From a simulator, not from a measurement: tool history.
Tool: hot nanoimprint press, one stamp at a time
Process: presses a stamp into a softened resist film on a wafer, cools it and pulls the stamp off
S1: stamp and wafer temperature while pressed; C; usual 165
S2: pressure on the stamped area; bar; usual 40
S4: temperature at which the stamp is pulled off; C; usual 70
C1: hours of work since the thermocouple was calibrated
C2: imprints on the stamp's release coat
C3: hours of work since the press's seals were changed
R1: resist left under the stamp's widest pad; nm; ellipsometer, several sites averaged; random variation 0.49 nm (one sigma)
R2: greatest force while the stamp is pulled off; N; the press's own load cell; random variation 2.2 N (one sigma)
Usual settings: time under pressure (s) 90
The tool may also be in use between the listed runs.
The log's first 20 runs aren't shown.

run 21 hour=261.7 | S1=165 S2=26.7 time_under_pressure_(s)=97 S4=70 | C1=339 C2=604 C3=215 | R1=97.8 R2=165
run 22 hour=270.9 | S1=165 S2=26.7 time_under_pressure_(s)=97 S4=70 | C1=346 C2=650 C3=222 | R1=98.7 R2=173
run 23 hour=281.8 | S1=165 S2=26.7 time_under_pressure_(s)=97 S4=70 | C1=355 C2=705 C3=231 | R1=99.3 R2=172
run 24 hour=289.6 | S1=163 S2=26.7 time_under_pressure_(s)=45 S4=67 | C1=361 C2=744 C3=237 | R1=133.6 R2=188
run 25 hour=304.4 | S1=163 S2=26.7 time_under_pressure_(s)=45 S4=67 | C1=373 C2=819 C3=249 | R1=133 R2=187
-- hour=314.5 stamp cleaned and given a new release coat
run 26 hour=320 | S1=174 S2=40 time_under_pressure_(s)=60 S4=70 | C1=381 C2=28 C3=256 | R1=70.6 R2=149
run 27 hour=334.3 | S1=174 S2=40 time_under_pressure_(s)=60 S4=70 | C1=392 C2=99 C3=268 | R1=69.1 R2=156
run 28 hour=351.8 | S1=166 S2=27.8 time_under_pressure_(s)=60 S4=70 | C1=406 C2=187 C3=282 | R1=110.5 R2=162
run 29 hour=360.2 | S1=165 S2=40 time_under_pressure_(s)=96 S4=68 | C1=413 C2=229 C3=288 | R1=83.3 R2=158
run 30 hour=369.7 | S1=175 S2=35 time_under_pressure_(s)=110 S4=72 | C1=420 C2=277 C3=296 | R1=57 R2=152

4 ways to go on from here, each from the tool as it stands after run 30. What would each give?
run A hour=385.3 | S1=169 S2=35 time_under_pressure_(s)=110 S4=72 | C1=433 C2=355 C3=308 | R1=? R2=?
run B hour=385.3 | S1=175 S2=35 time_under_pressure_(s)=127 S4=77 | C1=433 C2=355 C3=308 | R1=? R2=?
run C hour=385.3 | S1=175 S2=40 time_under_pressure_(s)=90 S4=70 | C1=433 C2=355 C3=308 | R1=? R2=?
run D hour=385.3 | S1=177 S2=35 time_under_pressure_(s)=88 S4=60 | C1=433 C2=355 C3=308 | R1=? R2=?

run=A R1=72.9 R2=155
run=B R1=54.2 R2=141
run=C R1=57.5 R2=159
run=D R1=58 R2=196
Without the tool's hidden state the same runs would have given:
run=A R1=68.7 R2=138
run=B R1=51.2 R2=126
run=C R1=54.2 R2=142
run=D R1=54.9 R2=176
